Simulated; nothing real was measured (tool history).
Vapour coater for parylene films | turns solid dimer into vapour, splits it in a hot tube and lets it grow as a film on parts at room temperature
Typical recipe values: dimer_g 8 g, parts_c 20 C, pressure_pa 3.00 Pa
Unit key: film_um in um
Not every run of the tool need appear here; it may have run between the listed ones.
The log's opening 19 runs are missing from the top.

-- hour=950.5 trap's valve overhauled
run 20 hour=976.7 | dimer_g=8 parts_c=13 pressure_pa=9.04 | film_um=2.80
run 21 hour=1033.4 | dimer_g=8 parts_c=12 pressure_pa=9.04 | film_um=2.95
run 22 hour=1094.6 | dimer_g=8 parts_c=26 pressure_pa=9.04 | film_um=1.57
run 23 hour=1146.2 | dimer_g=8 parts_c=20 pressure_pa=2.77 | film_um=2.57
run 24 hour=1206.6 | dimer_g=14 parts_c=20 pressure_pa=2.77 | film_um=4.49
-- hour=1241.8 trap's valve overhauled
run 25 hour=1255.6 | dimer_g=14 parts_c=20 pressure_pa=2.77 | film_um=4.55
run 26 hour=1304.3 | dimer_g=9 parts_c=15 pressure_pa=8.79 | film_um=2.95
run 27 hour=1345.4 | dimer_g=9 parts_c=15 pressure_pa=3.24 | film_um=3.57
run 28 hour=1382.0 | dimer_g=7 parts_c=14 pressure_pa=3.00 | film_um=2.91
run 29 hour=1431.5 | dimer_g=7 parts_c=16 pressure_pa=9.74 | film_um=2.14
run 30 hour=1484.2 | dimer_g=7 parts_c=19 pressure_pa=9.74 | film_um=1.89

Branching from run 30: 4 alternative next runs. What would each branch give?
run A hour=1521.0 | dimer_g=6 parts_c=18 pressure_pa=10.48 | film_um=?
run B hour=1521.0 | dimer_g=9 parts_c=28 pressure_pa=2.30 | film_um=?
run C hour=1521.0 | dimer_g=8 parts_c=28 pressure_pa=8.96 | film_um=?
run D hour=1521.0 | dimer_g=7 parts_c=19 pressure_pa=5.73 | film_um=?

run=A film_um=1.67
run=B film_um=2.13
run=C film_um=1.47
run=D film_um=2.07
With no hidden state in the tool, these same runs would have given:
run=A film_um=1.62
run=B film_um=2.07
run=C film_um=1.43
run=D film_um=2.01
